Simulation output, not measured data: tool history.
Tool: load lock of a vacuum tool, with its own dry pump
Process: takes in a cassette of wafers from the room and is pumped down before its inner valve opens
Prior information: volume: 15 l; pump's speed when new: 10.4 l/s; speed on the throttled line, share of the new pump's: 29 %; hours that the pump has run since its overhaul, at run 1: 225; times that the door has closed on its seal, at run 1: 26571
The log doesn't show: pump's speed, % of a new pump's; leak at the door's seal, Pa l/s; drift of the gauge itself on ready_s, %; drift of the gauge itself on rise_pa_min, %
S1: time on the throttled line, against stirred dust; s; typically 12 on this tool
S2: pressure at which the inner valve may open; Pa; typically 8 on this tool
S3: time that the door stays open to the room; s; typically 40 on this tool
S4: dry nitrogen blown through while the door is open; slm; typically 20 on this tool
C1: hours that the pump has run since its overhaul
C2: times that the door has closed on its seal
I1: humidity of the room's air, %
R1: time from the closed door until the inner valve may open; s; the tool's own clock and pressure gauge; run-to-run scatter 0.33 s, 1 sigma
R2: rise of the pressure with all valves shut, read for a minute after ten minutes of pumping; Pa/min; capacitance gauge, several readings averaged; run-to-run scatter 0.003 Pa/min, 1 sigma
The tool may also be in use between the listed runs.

run,hour,S1,S2,S3,S4,C1,C2,I1,R1,R2
1,0,12,8,40,20,225,26571,44.9,22.1,0.108
2,281,12,8,40,20,506,27774,43,22.6,0.114
3,486.3,12,8,40,20,711,28653,45,22.5,0.115
4,606.7,21,8,40,20,832,29169,44.5,28.9,0.115
5,843.5,21,8,40,20,1069,30183,47.4,28.6,0.126
6,1062.3,12,8,168,20,1287,31120,46.6,23,0.161
7,1330.1,12,8,168,20,1555,32267,43.7,23.2,0.156
8,1482.2,12,8,168,20,1707,32918,41.1,22.1,0.152
9,1608.5,12,8,40,28,1834,33459,46.2,22.8,0.129
10,1857.9,12,8,35,7,2083,34527,42.8,22.6,0.16
11,2097.9,12,8,111,5,2323,35555,44.6,23.4,0.209
12,2304.7,10,8,166,20,2530,36440,44.1,21.8,0.181
13,2565.1,21,8,166,35,2790,37555,42.6,29.3,0.154
14,2773.9,21,8,166,35,2999,38449,44.5,29.3,0.171
15,2917.4,21,12,166,29,3142,39064,47.9,29,0.183
16,3168.7,12,8,51,18,3394,40141,43.2,23.7,0.173
17,3443.3,18,8,51,19,3668,41316,45.1,27.8,0.178

Each row is a separate what-if for the run after 17, all from the same tool condition, not one after another. Results?
# hour 3649.2: door's seal changed, seat wiped
A,3705.4,7,8,51,19,3929,241,49.2,?,?
# hour 3649.2: door's seal changed, seat wiped
B,3705.4,11,12,51,10,3929,241,43.2,?,?
# hour 3649.2: door's seal changed, seat wiped
C,3705.4,7,9,162,20,3929,241,45.1,?,?
# hour 3649.2: door's seal changed, seat wiped
D,3705.4,13,8,51,19,3929,241,45.7,?,?

run,R1,R2
A,20.8,0.053
B,22.3,0.053
C,19.9,0.069
D,24.4,0.055
Take away the tool's hidden state, keep each run's random variation, and the runs would have read:
run,R1,R2
A,19.2,0.055
B,21,0.056
C,18.3,0.072
D,23,0.057
